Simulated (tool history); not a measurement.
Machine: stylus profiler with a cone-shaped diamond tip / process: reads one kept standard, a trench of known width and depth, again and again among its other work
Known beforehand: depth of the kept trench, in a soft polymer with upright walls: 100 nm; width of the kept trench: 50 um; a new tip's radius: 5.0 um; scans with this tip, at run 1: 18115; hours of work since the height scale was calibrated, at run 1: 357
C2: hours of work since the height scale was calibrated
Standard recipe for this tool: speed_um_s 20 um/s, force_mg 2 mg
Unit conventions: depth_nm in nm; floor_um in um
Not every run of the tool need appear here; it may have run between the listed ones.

{"run": 1, "hour": 0.0, "speed_um_s": 20, "force_mg": 2, "scans with this tip": 18115, "C2": 357, "depth_nm": 101.18, "floor_um": 47.91}
{"run": 2, "hour": 103.5, "speed_um_s": 20, "force_mg": 2, "scans with this tip": 18571, "C2": 404, "depth_nm": 101.11, "floor_um": 47.89}
{"run": 3, "hour": 188.6, "speed_um_s": 20, "force_mg": 2, "scans with this tip": 18946, "C2": 443, "depth_nm": 101.11, "floor_um": 47.87}
{"run": 4, "hour": 286.8, "speed_um_s": 20, "force_mg": 2, "scans with this tip": 19379, "C2": 487, "depth_nm": 101.16, "floor_um": 47.86}
{"run": 5, "hour": 349.6, "speed_um_s": 20, "force_mg": 0.97, "scans with this tip": 19656, "C2": 516, "depth_nm": 100.63, "floor_um": 47.86}
{"run": 6, "hour": 414.7, "speed_um_s": 20, "force_mg": 2, "scans with this tip": 19943, "C2": 546, "depth_nm": 101.17, "floor_um": 47.82}
{"run": 7, "hour": 506.6, "speed_um_s": 20, "force_mg": 2, "scans with this tip": 20348, "C2": 587, "depth_nm": 101.11, "floor_um": 47.85}
{"run": 8, "hour": 604.1, "speed_um_s": 20, "force_mg": 2, "scans with this tip": 20778, "C2": 632, "depth_nm": 101.22, "floor_um": 47.89}
{"run": 9, "hour": 705.0, "speed_um_s": 20, "force_mg": 2, "scans with this tip": 21222, "C2": 678, "depth_nm": 101.1, "floor_um": 47.86}
{"run": 10, "hour": 764.7, "speed_um_s": 20, "force_mg": 2, "scans with this tip": 21485, "C2": 705, "depth_nm": 101.12, "floor_um": 47.85}
{"run": 11, "hour": 848.7, "speed_um_s": 20, "force_mg": 0.94, "scans with this tip": 21856, "C2": 743, "depth_nm": 100.69, "floor_um": 47.84}
{"run": 12, "hour": 951.9, "speed_um_s": 20, "force_mg": 2, "scans with this tip": 22310, "C2": 790, "depth_nm": 101.09, "floor_um": 47.91}
{"run": 13, "hour": 1035.2, "speed_um_s": 20, "force_mg": 1.26, "scans with this tip": 22677, "C2": 828, "depth_nm": 100.79, "floor_um": 47.89}
{"run": 14, "hour": 1103.0, "speed_um_s": 20, "force_mg": 1.26, "scans with this tip": 22977, "C2": 859, "depth_nm": 100.83, "floor_um": 47.88}
{"run": 15, "hour": 1186.0, "speed_um_s": 13, "force_mg": 3.46, "scans with this tip": 23342, "C2": 897, "depth_nm": 101.69, "floor_um": 47.96}
{"run": 16, "hour": 1261.4, "speed_um_s": 58, "force_mg": 5.1, "scans with this tip": 23675, "C2": 931, "depth_nm": 102.09, "floor_um": 47.76}
{"run": 17, "hour": 1333.3, "speed_um_s": 58, "force_mg": 5.1, "scans with this tip": 23992, "C2": 964, "depth_nm": 102.18, "floor_um": 47.77}
{"run": 18, "hour": 1413.4, "speed_um_s": 41, "force_mg": 2.91, "scans with this tip": 24345, "C2": 1001, "depth_nm": 101.51, "floor_um": 47.81}
{"run": 19, "hour": 1505.3, "speed_um_s": 20, "force_mg": 3.21, "scans with this tip": 24750, "C2": 1042, "depth_nm": 101.62, "floor_um": 47.88}
{"run": 20, "hour": 1589.4, "speed_um_s": 37, "force_mg": 0.7, "scans with this tip": 25120, "C2": 1081, "depth_nm": 100.54, "floor_um": 47.61}
{"run": 21, "hour": 1640.0, "speed_um_s": 8, "force_mg": 0.78, "scans with this tip": 25343, "C2": 1104, "depth_nm": 100.67, "floor_um": 47.92}
{"run": 22, "hour": 1736.5, "speed_um_s": 35, "force_mg": 0.68, "scans with this tip": 25768, "C2": 1148, "depth_nm": 100.51, "floor_um": 47.62}
{"run": 23, "hour": 1791.9, "speed_um_s": 12, "force_mg": 0.91, "scans with this tip": 26013, "C2": 1173, "depth_nm": 100.66, "floor_um": 47.92}
{"run": 24, "hour": 1863.7, "speed_um_s": 9, "force_mg": 1.11, "scans with this tip": 26329, "C2": 1206, "depth_nm": 100.86, "floor_um": 47.93}
{"run": 25, "hour": 1949.9, "speed_um_s": 25, "force_mg": 0.74, "scans with this tip": 26709, "C2": 1245, "depth_nm": 100.62, "floor_um": 47.73}
{"run": 26, "hour": 2002.4, "speed_um_s": 25, "force_mg": 1.08, "scans with this tip": 26940, "C2": 1269, "depth_nm": 100.77, "floor_um": 47.77}
{"run": 27, "hour": 2077.5, "speed_um_s": 25, "force_mg": 1.08, "scans with this tip": 27271, "C2": 1303, "depth_nm": 100.73, "floor_um": 47.85}

Here are 4 independent what-if runs from the current tool condition. What would each one return?
{"run": "A", "hour": 2145.6, "speed_um_s": 53, "force_mg": 1.91, "scans with this tip": 27571, "C2": 1334, "depth_nm": "?", "floor_um": "?"}
{"run": "B", "hour": 2145.6, "speed_um_s": 15, "force_mg": 1.08, "scans with this tip": 27571, "C2": 1334, "depth_nm": "?", "floor_um": "?"}
{"run": "C", "hour": 2145.6, "speed_um_s": 48, "force_mg": 1.19, "scans with this tip": 27571, "C2": 1334, "depth_nm": "?", "floor_um": "?"}
{"run": "D", "hour": 2145.6, "speed_um_s": 6, "force_mg": 5.16, "scans with this tip": 27571, "C2": 1334, "depth_nm": "?", "floor_um": "?"}

run=A depth_nm=101.1 floor_um=47.64
run=B depth_nm=100.7 floor_um=47.9
run=C depth_nm=100.81 floor_um=47.61
run=D depth_nm=102.18 floor_um=48.01
With the hidden condition removed and each run's random variation left untouched, the same runs would have given:
run=A depth_nm=101.1 floor_um=47.65
run=B depth_nm=100.7 floor_um=47.91
run=C depth_nm=100.82 floor_um=47.62
run=D depth_nm=102.19 floor_um=48.02

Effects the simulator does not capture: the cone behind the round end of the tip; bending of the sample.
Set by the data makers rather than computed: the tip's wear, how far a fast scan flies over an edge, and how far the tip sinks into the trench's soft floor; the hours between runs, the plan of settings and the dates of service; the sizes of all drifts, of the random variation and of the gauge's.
